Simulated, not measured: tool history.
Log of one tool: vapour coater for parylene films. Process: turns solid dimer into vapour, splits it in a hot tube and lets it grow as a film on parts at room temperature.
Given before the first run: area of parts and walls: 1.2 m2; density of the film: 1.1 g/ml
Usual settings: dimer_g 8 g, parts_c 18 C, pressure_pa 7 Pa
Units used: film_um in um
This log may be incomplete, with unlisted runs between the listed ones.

Run 1, hour 0: usual settings. Result: film_um 3.99 um.
Run 2, hour 17.8: usual settings. Result: film_um 3.97 um.
Run 3, hour 30.2: usual settings. Result: film_um 3.95 um.
Run 4, hour 44: usual settings but dimer_g 4 g. Result: film_um 1.99 um.
Run 5, hour 60: usual settings but parts_c 19 C. Result: film_um 3.9 um.
Run 6, hour 71.7: usual settings but parts_c 19 C. Result: film_um 3.87 um.
Run 7, hour 85.7: usual settings but pressure_pa 3.31 Pa. Result: film_um 4.37 um.
Run 8, hour 96.7: usual settings but pressure_pa 3.31 Pa. Result: film_um 4.33 um.
Run 9, hour 120: usual settings but pressure_pa 3.31 Pa. Result: film_um 4.28 um.
Run 10, hour 138.7: usual settings but pressure_pa 3.31 Pa. Result: film_um 4.31 um.
Run 11, hour 148.5: usual settings but pressure_pa 3.31 Pa. Result: film_um 4.31 um.
Run 12, hour 167.3: usual settings but pressure_pa 5.29 Pa. Result: film_um 4.03 um.
Run 13, hour 188.9: usual settings but pressure_pa 5.29 Pa. Result: film_um 4.04 um.
Run 14, hour 209.5: usual settings but parts_c 11 C. Result: film_um 4.62 um.
Run 15, hour 228.1: usual settings but parts_c 11 C. Result: film_um 4.68 um.
Run 16, hour 239.3: usual settings but parts_c 11 C. Result: film_um 4.6 um.
Run 17, hour 258.8: usual settings but parts_c 11 C. Result: film_um 4.59 um.
Run 18, hour 275.4: usual settings but dimer_g 4 g. Result: film_um 1.96 um.
Run 19, hour 299.5: usual settings but pressure_pa 4.82 Pa. Result: film_um 4.04 um.
Run 20, hour 315: usual settings but pressure_pa 4.82 Pa. Result: film_um 4.17 um.
Run 21, hour 334.6: usual settings but pressure_pa 4.82 Pa. Result: film_um 4.15 um.
Run 22, hour 353.9: usual settings. Result: film_um 3.96 um.
Run 23, hour 377.2: usual settings. Result: film_um 3.95 um.
Run 24, hour 392.7: usual settings. Result: film_um 3.94 um.
Run 25, hour 416.2: usual settings but dimer_g 3 g, parts_c 16 C, pressure_pa 4.58 Pa. Result: film_um 1.6 um.
Run 26, hour 437.7: usual settings but dimer_g 5 g, parts_c 29 C, pressure_pa 3.19 Pa. Result: film_um 2.03 um.
Run 27, hour 449.7: usual settings but dimer_g 5 g, parts_c 16 C, pressure_pa 7.99 Pa. Result: film_um 2.51 um.
Run 28, hour 474.6: usual settings but parts_c 30 C, pressure_pa 3.65 Pa. Result: film_um 3.35 um.
Run 29, hour 490.1: usual settings but dimer_g 3 g, parts_c 23 C, pressure_pa 9.55 Pa. Result: film_um 1.32 um.
Run 30, hour 502.3: usual settings but dimer_g 7 g, parts_c 25 C. Result: film_um 3.08 um.
Run 31, hour 512.3: usual settings but dimer_g 7 g, parts_c 25 C. Result: film_um 3.04 um.
Run 32, hour 524.5: usual settings but parts_c 14 C, pressure_pa 5.22 Pa. Result: film_um 4.69 um.
Run 33, hour 539.4: usual settings but dimer_g 13 g, parts_c 14 C, pressure_pa 5.44 Pa. Result: film_um 7.68 um.
Run 34, hour 549.4: usual settings but dimer_g 13 g, parts_c 14 C, pressure_pa 5.44 Pa. Result: film_um 7.62 um.
Run 35, hour 569.1: usual settings but dimer_g 7 g, pressure_pa 3.54 Pa. Result: film_um 3.93 um.
Run 36, hour 579.7: usual settings but parts_c 16 C, pressure_pa 3.54 Pa. Result: film_um 4.72 um.
Run 37, hour 603.3: usual settings but pressure_pa 2.69 Pa. Result: film_um 4.63 um.
Run 38, hour 626.1: usual settings but dimer_g 5 g, parts_c 19 C, pressure_pa 7.88 Pa. Result: film_um 2.48 um.
Run 39, hour 648.1: usual settings but dimer_g 5 g, parts_c 19 C, pressure_pa 7.88 Pa. Result: film_um 2.48 um.
Run 40, hour 670.4: usual settings but dimer_g 5 g, parts_c 19 C, pressure_pa 7.88 Pa. Result: film_um 2.47 um.
Run 41, hour 684.3: usual settings but dimer_g 5 g, parts_c 19 C, pressure_pa 7.88 Pa. Result: film_um 2.49 um.
Run 42, hour 702.3: usual settings but dimer_g 5 g, parts_c 19 C, pressure_pa 7.88 Pa. Result: film_um 2.46 um.
Run 43, hour 717.7: usual settings but dimer_g 4 g, parts_c 16 C, pressure_pa 7.79 Pa. Result: film_um 2.11 um.
Run 44, hour 739.8: usual settings but dimer_g 4 g, parts_c 16 C, pressure_pa 7.79 Pa. Result: film_um 2.11 um.
Run 45, hour 761: usual settings but dimer_g 4 g, parts_c 16 C, pressure_pa 7.79 Pa. Result: film_um 2.07 um.

Not shown: 3 entries that the log had between the listed runs. Between which runs, and how does the tool's hidden state differ before and after?
Run 13 -> run 14: table's thermometer calibrated (hour 190.9)
  vapour lost through the trap's worn valve, %: 4.5 -> 4.7; true temperature of the parts over the reading, C: 0.71 -> 0.84
  measured value less the no-hidden-state value, film_um: -0.27 -> -0.32 um
Run 19 -> run 20: table's thermometer calibrated, once more (hour 307)
  vapour lost through the trap's worn valve, %: 5.4 -> 5.5; true temperature of the parts over the reading, C: 0.93 -> -0.2
  measured value less the no-hidden-state value, film_um: -0.33 -> -0.22 um
Run 27 -> run 28: trap's valve overhauled (hour 461.4)
  vapour lost through the trap's worn valve, %: 6.6 -> 0.2; true temperature of the parts over the reading, C: -0.06 -> -0.04
  measured value less the no-hidden-state value, film_um: -0.17 -> -0.01 um
